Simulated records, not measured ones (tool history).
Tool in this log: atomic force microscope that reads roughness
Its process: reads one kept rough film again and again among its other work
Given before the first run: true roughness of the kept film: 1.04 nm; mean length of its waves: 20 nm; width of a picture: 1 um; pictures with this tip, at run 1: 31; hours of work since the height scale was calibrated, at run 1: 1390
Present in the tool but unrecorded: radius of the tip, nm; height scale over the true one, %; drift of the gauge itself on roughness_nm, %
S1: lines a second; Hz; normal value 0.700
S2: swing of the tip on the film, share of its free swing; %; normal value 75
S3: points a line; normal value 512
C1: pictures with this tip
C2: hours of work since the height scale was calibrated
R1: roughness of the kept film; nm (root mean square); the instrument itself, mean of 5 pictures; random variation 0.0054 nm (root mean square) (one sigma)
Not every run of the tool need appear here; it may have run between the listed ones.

Run 1, hour 0.0: usual settings; C1 31; C2 1390. Result: R1 0.914 nm (root mean square).
Run 2, hour 24.3: usual settings; C1 62; C2 1408. Result: R1 0.917 nm (root mean square).
Run 3, hour 64.2: usual settings; C1 113; C2 1438. Result: R1 0.924 nm (root mean square).
Run 4, hour 104.3: usual settings; C1 164; C2 1468. Result: R1 0.917 nm (root mean square).
Run 5, hour 141.4: usual settings; C1 211; C2 1495. Result: R1 0.918 nm (root mean square).
Run 6, hour 189.7: usual settings; C1 272; C2 1531. Result: R1 0.920 nm (root mean square).
Run 7, hour 216.1: usual settings; C1 306; C2 1551. Result: R1 0.922 nm (root mean square).
At hour 266.7: new tip fitted.
Run 8, hour 269.3: usual settings; C1 3; C2 1590. Result: R1 0.922 nm (root mean square).
Run 9, hour 325.8: usual settings but S3 741; C1 75; C2 1632. Result: R1 0.924 nm (root mean square).
At hour 341.1: height scale calibrated on a step standard.
Run 10, hour 357.6: usual settings; C1 114; C2 12. Result: R1 0.919 nm (root mean square).
Run 11, hour 390.7: usual settings; C1 156; C2 37. Result: R1 0.914 nm (root mean square).
Run 12, hour 426.6: usual settings; C1 202; C2 64. Result: R1 0.923 nm (root mean square).
Run 13, hour 452.4: usual settings; C1 235; C2 83. Result: R1 0.920 nm (root mean square).
Run 14, hour 482.2: usual settings but S2 74 %; C1 272; C2 105. Result: R1 0.921 nm (root mean square).
Run 15, hour 532.6: usual settings but S2 74 %; C1 336; C2 142. Result: R1 0.918 nm (root mean square).
At hour 560.3: new tip fitted.
Run 16, hour 584.4: usual settings but S1 2.562 Hz, S2 74 %, S3 411; C1 31; C2 180. Result: R1 0.816 nm (root mean square).
Run 17, hour 610.0: usual settings but S1 2.562 Hz, S2 58 %, S3 882; C1 63; C2 199. Result: R1 0.916 nm (root mean square).
Run 18, hour 640.1: usual settings but S1 0.500 Hz, S2 61 %, S3 712; C1 101; C2 222. Result: R1 0.949 nm (root mean square).
Run 19, hour 685.8: usual settings but S1 0.597 Hz, S2 61 %, S3 712; C1 159; C2 256. Result: R1 0.947 nm (root mean square).
Run 20, hour 721.7: usual settings but S1 1.434 Hz, S2 82 %, S3 392; C1 205; C2 282. Result: R1 0.845 nm (root mean square).
Run 21, hour 746.0: usual settings but S3 916; C1 236; C2 300. Result: R1 0.916 nm (root mean square).
Run 22, hour 777.3: usual settings but S2 74 %, S3 388; C1 275; C2 324. Result: R1 0.923 nm (root mean square).
Run 23, hour 815.8: usual settings but S2 55 %, S3 402; C1 324; C2 352. Result: R1 0.944 nm (root mean square).
At hour 854.1: new tip fitted.
Run 24, hour 870.2: usual settings but S2 55 %, S3 402; C1 21; C2 392. Result: R1 0.943 nm (root mean square).
Run 25, hour 900.8: usual settings but S1 0.847 Hz, S2 88 %, S3 283; C1 59; C2 415. Result: R1 0.860 nm (root mean square).
Run 26, hour 932.5: usual settings but S1 1.038 Hz, S3 590; C1 100; C2 439. Result: R1 0.898 nm (root mean square).
Run 27, hour 974.2: usual settings but S1 1.038 Hz, S3 590; C1 153; C2 470. Result: R1 0.898 nm (root mean square).

Predict each of these 3 candidate next runs independently; none follows another, all start after run 27:
Run A, hour 1025.9: usual settings but S1 0.619 Hz, S2 74 %; C1 218; C2 508. Result: R1 ?.
Run B, hour 1025.9: usual settings but S1 1.038 Hz, S2 77 %, S3 590; C1 218; C2 508. Result: R1 ?.
Run C, hour 1025.9: usual settings but S1 2.348 Hz, S2 68 %, S3 869; C1 218; C2 508. Result: R1 ?.

run     R1
  A  0.923
  B  0.886
  C  0.885
Without the tool's hidden state the same runs would have given:
run     R1
  A  0.925
  B  0.888
  C  0.887
